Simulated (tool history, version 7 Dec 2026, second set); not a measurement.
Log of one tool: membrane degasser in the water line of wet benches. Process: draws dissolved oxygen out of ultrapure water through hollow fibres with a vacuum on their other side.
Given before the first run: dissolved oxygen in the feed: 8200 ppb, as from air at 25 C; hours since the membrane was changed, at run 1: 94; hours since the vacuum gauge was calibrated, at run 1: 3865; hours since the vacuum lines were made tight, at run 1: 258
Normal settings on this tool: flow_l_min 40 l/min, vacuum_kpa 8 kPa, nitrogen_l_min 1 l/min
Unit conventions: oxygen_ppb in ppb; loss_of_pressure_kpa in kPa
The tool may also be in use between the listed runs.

| run | hour | flow_l_min | vacuum_kpa | nitrogen_l_min | hours since the membrane was changed | hours since the vacuum gauge was calibrated | hours since the vacuum lines were made tight | oxygen_ppb | loss_of_pressure_kpa |
|---|---|---|---|---|---|---|---|---|---|
| 1 | 0 | 40 | 8 | 1 | 94 | 3865 | 258 | 386.7 | 61.74 |
| 2 | 119.6 | 40 | 8 | 1 | 214 | 3984 | 378 | 380.9 | 61.93 |
| 3 | 218.4 | 40 | 8 | 0.73 | 313 | 4083 | 476 | 488 | 61.68 |
| 4 | 278.3 | 24 | 8 | 0.73 | 372 | 4143 | 536 | 319.4 | 37.35 |
| 5 | 350 | 24 | 8 | 0.73 | 444 | 4214 | 608 | 319.2 | 37.01 |
| 6 | 450.1 | 40 | 8 | 1 | 544 | 4315 | 708 | 379.6 | 62.13 |
| 7 | 557.5 | 40 | 8 | 1 | 652 | 4422 | 816 | 388.8 | 62.12 |
| 8 | 675.2 | 40 | 8 | 1 | 769 | 4540 | 933 | 382.6 | 62.27 |
|  | 685 | vacuum gauge calibrated |
| 9 | 753.5 | 40 | 8 | 1 | 847 | 69 | 1011 | 387.1 | 62.11 |
| 10 | 825 | 40 | 8 | 1 | 919 | 140 | 1083 | 385.5 | 62.12 |
| 11 | 902.6 | 40 | 8 | 1 | 996 | 218 | 1160 | 383.2 | 61.53 |
| 12 | 1016.9 | 40 | 8 | 1 | 1111 | 332 | 1274 | 387.1 | 61.81 |
| 13 | 1092.2 | 40 | 8 | 1 | 1186 | 407 | 1350 | 385.3 | 61.92 |
| 14 | 1151.7 | 40 | 8 | 1 | 1245 | 467 | 1409 | 384.8 | 61.88 |
| 15 | 1267 | 40 | 8 | 1 | 1361 | 582 | 1525 | 379 | 61.7 |
| 16 | 1369.7 | 40 | 6.94 | 1 | 1463 | 685 | 1627 | 308.3 | 61.82 |
| 17 | 1471.5 | 41 | 5.01 | 0.73 | 1565 | 786 | 1729 | 204 | 63.61 |
| 18 | 1546.6 | 47 | 17.47 | 2.07 | 1640 | 862 | 1804 | 683.2 | 72.65 |
| 19 | 1620.5 | 27 | 18.3 | 1 | 1714 | 935 | 1878 | 809 | 41.73 |
| 20 | 1672.1 | 27 | 18.3 | 1 | 1766 | 987 | 1930 | 792.1 | 41.47 |
| 21 | 1748 | 27 | 18.3 | 1 | 1842 | 1063 | 2006 | 813 | 41.76 |
| 22 | 1830.1 | 52 | 12.03 | 1.46 | 1924 | 1145 | 2088 | 635.2 | 80.39 |
| 23 | 1950.3 | 42 | 16.88 | 1.46 | 2044 | 1265 | 2208 | 780.5 | 64.59 |
| 24 | 2057.8 | 30 | 15.29 | 0.98 | 2151 | 1373 | 2315 | 720.8 | 46.72 |
| 25 | 2173.5 | 24 | 5.58 | 0.63 | 2267 | 1488 | 2431 | 180.1 | 36.94 |
| 26 | 2247.8 | 35 | 9.32 | 1.5 | 2341 | 1563 | 2505 | 313 | 54.05 |
| 27 | 2360.4 | 35 | 9.32 | 1.5 | 2454 | 1675 | 2618 | 315.9 | 54.19 |
| 28 | 2442.3 | 35 | 9.32 | 1.5 | 2536 | 1757 | 2700 | 307.9 | 54.28 |
| 29 | 2547.3 | 35 | 4.87 | 1.22 | 2641 | 1862 | 2805 | 109.5 | 54.5 |
| 30 | 2656.4 | 61 | 19.59 | 0.88 | 2750 | 1971 | 2914 | 1741.4 | 94.15 |
| 31 | 2717.9 | 40 | 10.29 | 1.69 | 2812 | 2033 | 2975 | 367.8 | 61.74 |
| 32 | 2833 | 40 | 10.29 | 1.69 | 2927 | 2148 | 3091 | 371.1 | 61.93 |

Describe how what the log doesn't record of the tool's condition differs between the last listed run preceding each entry between runs and the first listed run following it.
After run 8, before run 9: vacuum gauge calibrated (hour 685)
  the hidden state is the same at both runs

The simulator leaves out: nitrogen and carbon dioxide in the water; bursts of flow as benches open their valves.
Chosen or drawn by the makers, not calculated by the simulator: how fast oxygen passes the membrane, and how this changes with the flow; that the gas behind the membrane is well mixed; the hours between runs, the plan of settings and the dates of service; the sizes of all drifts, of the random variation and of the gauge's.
